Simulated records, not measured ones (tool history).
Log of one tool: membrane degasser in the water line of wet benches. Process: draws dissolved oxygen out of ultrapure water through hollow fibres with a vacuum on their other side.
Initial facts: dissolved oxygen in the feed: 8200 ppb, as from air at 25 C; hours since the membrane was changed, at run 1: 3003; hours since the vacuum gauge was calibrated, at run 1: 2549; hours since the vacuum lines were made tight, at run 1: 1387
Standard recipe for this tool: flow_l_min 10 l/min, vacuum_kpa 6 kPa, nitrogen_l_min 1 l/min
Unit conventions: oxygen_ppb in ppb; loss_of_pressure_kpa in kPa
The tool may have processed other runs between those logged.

run,hour,flow_l_min,vacuum_kpa,nitrogen_l_min,hours since the membrane was changed,hours since the vacuum gauge was calibrated,hours since the vacuum lines were made tight,oxygen_ppb,loss_of_pressure_kpa
1,0,10,6,1,3003,2549,1387,69.1,54.3
2,91.7,10,6,1,3095,2641,1479,68.6,54.07
3,172.8,10,6,1,3176,2722,1560,68.9,54.33
4,260.7,10,6,1,3264,2810,1648,70.2,54.52
5,358.6,10,6,1,3362,2908,1746,68.5,54.91
6,440.2,15,4.37,1.79,3443,2989,1827,40.1,81.77
7,548.3,15,4.37,1.79,3551,3097,1935,39.7,81.57
8,633.3,8,8.49,0.48,3636,3182,2020,198.9,43.79
9,697.5,6,6.8,2.92,3701,3247,2085,18.3,32.55
10,777.6,16,4.07,2.56,3781,3327,2165,34.2,87.75

Consider 4 possible next runs. They are alternatives, not a sequence: every one starts from the tool as it was left by run 10. What does each give?
A,884.1,13,6,1,3887,3433,2271,?,?
B,884.1,10,7.22,1,3887,3433,2271,?,?
C,884.1,7,12.69,1.26,3887,3433,2271,?,?
D,884.1,10,4.46,2.82,3887,3433,2271,?,?

run,oxygen_ppb,loss_of_pressure_kpa
A,91.7,70.71
B,95.2,54.64
C,130.1,38.69
D,13.4,54.74
Without the tool's unlogged condition, the same runs would have read:
run,oxygen_ppb,loss_of_pressure_kpa
A,91.5,70.07
B,95,54.15
C,130,38.35
D,13.4,54.25

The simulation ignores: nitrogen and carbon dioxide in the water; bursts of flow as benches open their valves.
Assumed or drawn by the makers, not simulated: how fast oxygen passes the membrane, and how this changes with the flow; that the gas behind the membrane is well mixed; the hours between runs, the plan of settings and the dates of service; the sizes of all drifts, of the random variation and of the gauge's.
